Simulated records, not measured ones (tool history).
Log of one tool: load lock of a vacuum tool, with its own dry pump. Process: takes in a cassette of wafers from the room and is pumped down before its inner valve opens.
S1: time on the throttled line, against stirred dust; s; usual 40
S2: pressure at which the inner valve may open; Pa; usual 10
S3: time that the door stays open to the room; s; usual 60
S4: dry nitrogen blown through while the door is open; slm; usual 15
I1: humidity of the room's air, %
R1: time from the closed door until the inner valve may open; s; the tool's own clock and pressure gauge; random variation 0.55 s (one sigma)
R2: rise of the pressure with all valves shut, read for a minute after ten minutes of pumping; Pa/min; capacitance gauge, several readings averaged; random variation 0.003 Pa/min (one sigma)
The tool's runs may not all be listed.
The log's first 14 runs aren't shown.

| run | hour | S1 | S2 | S3 | S4 | I1 | R1 | R2 |
|---|---|---|---|---|---|---|---|---|
| 15 | 1820.2 | 40 | 10 | 90 | 15 | 46 | 76.2 | 0.065 |
| 16 | 1910.4 | 40 | 10 | 123 | 15 | 46.6 | 75.9 | 0.071 |
| 17 | 2057 | 40 | 10 | 123 | 15 | 49 | 75 | 0.079 |
| 18 | 2197.3 | 40 | 10 | 123 | 15 | 44.8 | 76.5 | 0.068 |
| 19 | 2361.1 | 40 | 10 | 123 | 15 | 44.3 | 75.9 | 0.071 |
| 20 | 2473.1 | 40 | 10 | 123 | 15 | 45.2 | 76 | 0.071 |
| 21 | 2637.1 | 40 | 20 | 30 | 15 | 43 | 72.5 | 0.043 |
| 22 | 2814 | 28 | 13 | 67 | 24 | 44.1 | 64.7 | 0.048 |
| 23 | 2907.6 | 40 | 9 | 71 | 5 | 45 | 75.6 | 0.07 |
| 24 | 3087.8 | 40 | 9 | 71 | 5 | 46.7 | 76.3 | 0.069 |
| 25 | 3261.8 | 40 | 9 | 71 | 4 | 46.6 | 75.8 | 0.073 |
| 26 | 3411.6 | 40 | 10 | 60 | 15 | 45.5 | 76.2 | 0.052 |
| 27 | 3487.3 | 25 | 14 | 115 | 6 | 47.4 | 61.3 | 0.081 |
| 28 | 3669.8 | 38 | 8 | 39 | 21 | 46.9 | 74.9 | 0.043 |
| 29 | 3787.1 | 65 | 16 | 42 | 15 | 48.2 | 95 | 0.049 |
| 30 | 3878.1 | 65 | 14 | 42 | 33 | 41.6 | 95.9 | 0.033 |
| 31 | 3967.6 | 54 | 19 | 33 | 18 | 47.2 | 85.3 | 0.044 |
| 32 | 4057.2 | 54 | 20 | 33 | 18 | 46.6 | 86 | 0.04 |
| 33 | 4148.2 | 54 | 20 | 33 | 18 | 43.4 | 85.4 | 0.032 |

Forecast run 34:
| 34 | 4316.9 | 54 | 20 | 33 | 13 | 46.3 | ? | ? |

Run 34 gave R1 85.6 s, R2 0.048 Pa/min.
Without the tool's hidden state the same run would have given R1 85.6 s, R2 0.047 Pa/min.
